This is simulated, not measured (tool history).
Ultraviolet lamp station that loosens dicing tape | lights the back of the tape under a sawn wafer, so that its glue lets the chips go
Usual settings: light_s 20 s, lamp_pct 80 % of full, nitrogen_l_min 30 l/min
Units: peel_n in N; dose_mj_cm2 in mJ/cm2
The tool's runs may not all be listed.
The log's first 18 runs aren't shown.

-- hour=1145.7 window cleaned of glue's vapour
run 19 hour=1152.9 | light_s=20 lamp_pct=80 nitrogen_l_min=30 | peel_n=1.524 dose_mj_cm2=140
run 20 hour=1193.3 | light_s=20 lamp_pct=80 nitrogen_l_min=30 | peel_n=1.55 dose_mj_cm2=138
run 21 hour=1232.1 | light_s=25 lamp_pct=80 nitrogen_l_min=30 | peel_n=1.01 dose_mj_cm2=173
run 22 hour=1271 | light_s=25 lamp_pct=80 nitrogen_l_min=30 | peel_n=1.04 dose_mj_cm2=163
run 23 hour=1328.3 | light_s=29 lamp_pct=64 nitrogen_l_min=30 | peel_n=1.273 dose_mj_cm2=147
run 24 hour=1407.1 | light_s=22 lamp_pct=79 nitrogen_l_min=29 | peel_n=1.59 dose_mj_cm2=137
run 25 hour=1446.4 | light_s=14 lamp_pct=80 nitrogen_l_min=34 | peel_n=3.11 dose_mj_cm2=88
run 26 hour=1530.5 | light_s=20 lamp_pct=80 nitrogen_l_min=19 | peel_n=2.305 dose_mj_cm2=120
run 27 hour=1613.1 | light_s=25 lamp_pct=80 nitrogen_l_min=33 | peel_n=1.357 dose_mj_cm2=147
-- hour=1643.7 lamp changed
run 28 hour=1698.6 | light_s=28 lamp_pct=79 nitrogen_l_min=51 | peel_n=0.273 dose_mj_cm2=271
-- hour=1749.5 window cleaned of glue's vapour
run 29 hour=1752.9 | light_s=28 lamp_pct=79 nitrogen_l_min=51 | peel_n=0.256 dose_mj_cm2=278
run 30 hour=1812.3 | light_s=20 lamp_pct=60 nitrogen_l_min=55 | peel_n=1.067 dose_mj_cm2=151
run 31 hour=1859.8 | light_s=20 lamp_pct=79 nitrogen_l_min=23 | peel_n=0.862 dose_mj_cm2=192
run 32 hour=1926.9 | light_s=28 lamp_pct=70 nitrogen_l_min=23 | peel_n=0.548 dose_mj_cm2=238
run 33 hour=1975.9 | light_s=28 lamp_pct=70 nitrogen_l_min=23 | peel_n=0.574 dose_mj_cm2=234
run 34 hour=2052.3 | light_s=15 lamp_pct=80 nitrogen_l_min=54 | peel_n=1.183 dose_mj_cm2=138
run 35 hour=2088.5 | light_s=13 lamp_pct=76 nitrogen_l_min=24 | peel_n=2.364 dose_mj_cm2=113
run 36 hour=2153.1 | light_s=13 lamp_pct=76 nitrogen_l_min=24 | peel_n=2.499 dose_mj_cm2=108
run 37 hour=2211 | light_s=13 lamp_pct=76 nitrogen_l_min=24 | peel_n=2.492 dose_mj_cm2=109
run 38 hour=2291 | light_s=13 lamp_pct=76 nitrogen_l_min=24 | peel_n=2.602 dose_mj_cm2=107
-- hour=2351.2 window cleaned of glue's vapour
run 39 hour=2361 | light_s=20 lamp_pct=73 nitrogen_l_min=13 | peel_n=1.691 dose_mj_cm2=163
run 40 hour=2399.9 | light_s=21 lamp_pct=85 nitrogen_l_min=12 | peel_n=1.221 dose_mj_cm2=196
run 41 hour=2443.2 | light_s=21 lamp_pct=85 nitrogen_l_min=12 | peel_n=1.327 dose_mj_cm2=192
run 42 hour=2505 | light_s=32 lamp_pct=72 nitrogen_l_min=10 | peel_n=0.87 dose_mj_cm2=244
run 43 hour=2563.7 | light_s=21 lamp_pct=67 nitrogen_l_min=11 | peel_n=2.217 dose_mj_cm2=143

Forecast each of these 4 alternatives for the next run:
run A hour=2598.9 | light_s=20 lamp_pct=73 nitrogen_l_min=51 | peel_n=? dose_mj_cm2=?
run B hour=2598.9 | light_s=33 lamp_pct=67 nitrogen_l_min=32 | peel_n=? dose_mj_cm2=?
run C hour=2598.9 | light_s=28 lamp_pct=81 nitrogen_l_min=12 | peel_n=? dose_mj_cm2=?
run D hour=2598.9 | light_s=20 lamp_pct=88 nitrogen_l_min=51 | peel_n=? dose_mj_cm2=?

run=A peel_n=1.04 dose_mj_cm2=152
run=B peel_n=0.523 dose_mj_cm2=225
run=C peel_n=0.876 dose_mj_cm2=235
run=D peel_n=0.714 dose_mj_cm2=180
Without the tool's hidden state the same runs would have given:
run=A peel_n=0.602 dose_mj_cm2=193
run=B peel_n=0.31 dose_mj_cm2=287
run=C peel_n=0.495 dose_mj_cm2=298
run=D peel_n=0.405 dose_mj_cm2=230
